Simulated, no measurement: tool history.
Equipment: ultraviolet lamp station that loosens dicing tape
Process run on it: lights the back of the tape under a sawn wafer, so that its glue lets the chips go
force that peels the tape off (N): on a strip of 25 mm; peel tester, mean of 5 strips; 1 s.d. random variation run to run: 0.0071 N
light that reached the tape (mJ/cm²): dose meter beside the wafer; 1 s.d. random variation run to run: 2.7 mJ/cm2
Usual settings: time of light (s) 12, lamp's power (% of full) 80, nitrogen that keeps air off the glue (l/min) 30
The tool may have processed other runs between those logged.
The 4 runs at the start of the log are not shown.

| run | day | time of light (s) | lamp's power (% of full) | nitrogen that keeps air off the glue (l/min) | force that peels the tape off (N) | light that reached the tape (mJ/cm²) |
|---|---|---|---|---|---|---|
| 5 | 1.967 | 12 | 80 | 16 | 0.587 | 288 |
| 6 | 2.596 | 12 | 80 | 30 | 0.357 | 288 |
| 7 | 3.238 | 12 | 84 | 30 | 0.321 | 303 |
| 8 | 3.629 | 12 | 84 | 30 | 0.342 | 304 |
| 9 | 4.021 | 12 | 61 | 30 | 0.623 | 216 |
| 10 | 4.296 | 12 | 61 | 30 | 0.635 | 212 |
| 11 | 4.725 | 12 | 61 | 30 | 0.636 | 212 |
| 12 | 5.233 | 12 | 61 | 30 | 0.660 | 216 |
| 13 | 5.821 | 12 | 80 | 30 | 0.380 | 277 |
| 14 | 6.346 | 12 | 80 | 30 | 0.385 | 275 |
| 15 | 6.717 | 12 | 80 | 30 | 0.400 | 277 |
|  | 7.096 | window cleaned of glue's vapour |
| 16 | 7.250 | 12 | 80 | 30 | 0.326 | 312 |
| 17 | 7.671 | 12 | 80 | 30 | 0.318 | 305 |
| 18 | 8.233 | 12 | 80 | 30 | 0.332 | 309 |
| 19 | 8.496 | 12 | 80 | 30 | 0.323 | 304 |
| 20 | 8.854 | 12 | 80 | 30 | 0.330 | 304 |
| 21 | 9.179 | 7 | 80 | 30 | 0.931 | 176 |
| 22 | 9.571 | 12 | 80 | 30 | 0.334 | 304 |
| 23 | 10.208 | 19 | 61 | 48 | 0.201 | 361 |
| 24 | 10.733 | 16 | 71 | 28 | 0.272 | 359 |
| 25 | 11.292 | 16 | 71 | 14 | 0.448 | 353 |
| 26 | 11.750 | 11 | 86 | 30 | 0.347 | 295 |
| 27 | 12.062 | 6 | 86 | 18 | 1.489 | 157 |
| 28 | 12.650 | 6 | 86 | 18 | 1.465 | 162 |
| 29 | 13.175 | 8 | 74 | 30 | 0.900 | 178 |

What will run 30 give?
| 30 | 13.742 | 16 | 70 | 9 | ? | ? |

force that peels the tape off (N): 0.731
light that reached the tape (mJ/cm²): 335
Take away the tool's hidden state, keep the run-to-run variation as it was, and the same run would have given force that peels the tape off (N) 0.487, light that reached the tape (mJ/cm²) 414.

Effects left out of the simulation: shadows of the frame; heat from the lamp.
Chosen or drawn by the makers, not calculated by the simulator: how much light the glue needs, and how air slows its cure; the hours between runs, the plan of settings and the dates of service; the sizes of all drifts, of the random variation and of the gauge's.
